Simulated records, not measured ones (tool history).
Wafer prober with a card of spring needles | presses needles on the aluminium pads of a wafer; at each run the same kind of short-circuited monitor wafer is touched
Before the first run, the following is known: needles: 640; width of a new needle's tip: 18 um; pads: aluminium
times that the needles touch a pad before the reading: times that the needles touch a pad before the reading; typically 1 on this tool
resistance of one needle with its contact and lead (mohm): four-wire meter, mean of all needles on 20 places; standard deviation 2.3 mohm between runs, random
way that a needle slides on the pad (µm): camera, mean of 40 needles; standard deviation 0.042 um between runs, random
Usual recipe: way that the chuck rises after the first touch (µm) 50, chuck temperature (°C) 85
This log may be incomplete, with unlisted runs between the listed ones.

run,hour,way that the chuck rises after the first touch (µm),chuck temperature (°C),times that the needles touch a pad before the reading,resistance of one needle with its contact and lead (mohm),way that a needle slides on the pad (µm)
1,0,50,85,1,260,13.24
# hour 6: tips cleaned on abrasive film
2,10.2,50,85,2,262,13.28
3,19.5,50,85,2,261,13.25
# hour 24.1: tips cleaned on abrasive film
4,32.7,50,85,2,261,13.23
5,40.6,50,39,2,246,13.3
# hour 42.6: tips cleaned on abrasive film
6,47.4,50,50,1,250,13.21
7,60.2,50,85,1,262,13.26
# hour 61: tips cleaned on abrasive film
8,69,50,85,1,263,13.28
# hour 79.3: tips cleaned on abrasive film
9,79.7,50,105,1,270,13.3
10,87.1,50,85,1,260,13.24
# hour 97.6: tips cleaned on abrasive film
11,98.3,50,85,1,264,13.23
12,105.2,66,85,1,253,17.54
# hour 115.8: tips cleaned on abrasive film
13,115.8,66,85,1,251,17.41
14,126.1,50,85,2,256,13.3
# hour 133.8: tips cleaned on abrasive film
15,138.3,50,85,2,256,13.25
16,150.8,50,85,2,264,13.29
# hour 151.7: tips cleaned on abrasive film
17,162.8,50,85,2,258,13.25
# hour 169.8: tips cleaned on abrasive film
18,173.1,50,85,2,262,13.34
19,185.7,44,70,3,255,11.69
# hour 188: tips cleaned on abrasive film
20,194.7,68,39,1,239,18.03
21,201.9,58,85,1,257,15.4
# hour 205.8: tips cleaned on abrasive film
22,214.6,58,85,1,258,15.41
23,220.5,58,85,1,259,15.45
# hour 223.7: tips cleaned on abrasive film
24,228.6,58,85,1,258,15.42
25,239.8,58,85,1,257,15.38
# hour 242: tips cleaned on abrasive film
26,249.4,50,85,1,263,13.24

Forecast run 27:
# hour 260.2: tips cleaned on abrasive film
27,263.2,45,44,1,?,?

{"run 27": {"resistance of one needle with its contact and lead (mohm)": 250, "way that a needle slides on the pad (µm)": 11.93}}
Minus the tool's unlogged condition, the same run would have read resistance of one needle with its contact and lead (mohm) 250, way that a needle slides on the pad (µm) 11.93.

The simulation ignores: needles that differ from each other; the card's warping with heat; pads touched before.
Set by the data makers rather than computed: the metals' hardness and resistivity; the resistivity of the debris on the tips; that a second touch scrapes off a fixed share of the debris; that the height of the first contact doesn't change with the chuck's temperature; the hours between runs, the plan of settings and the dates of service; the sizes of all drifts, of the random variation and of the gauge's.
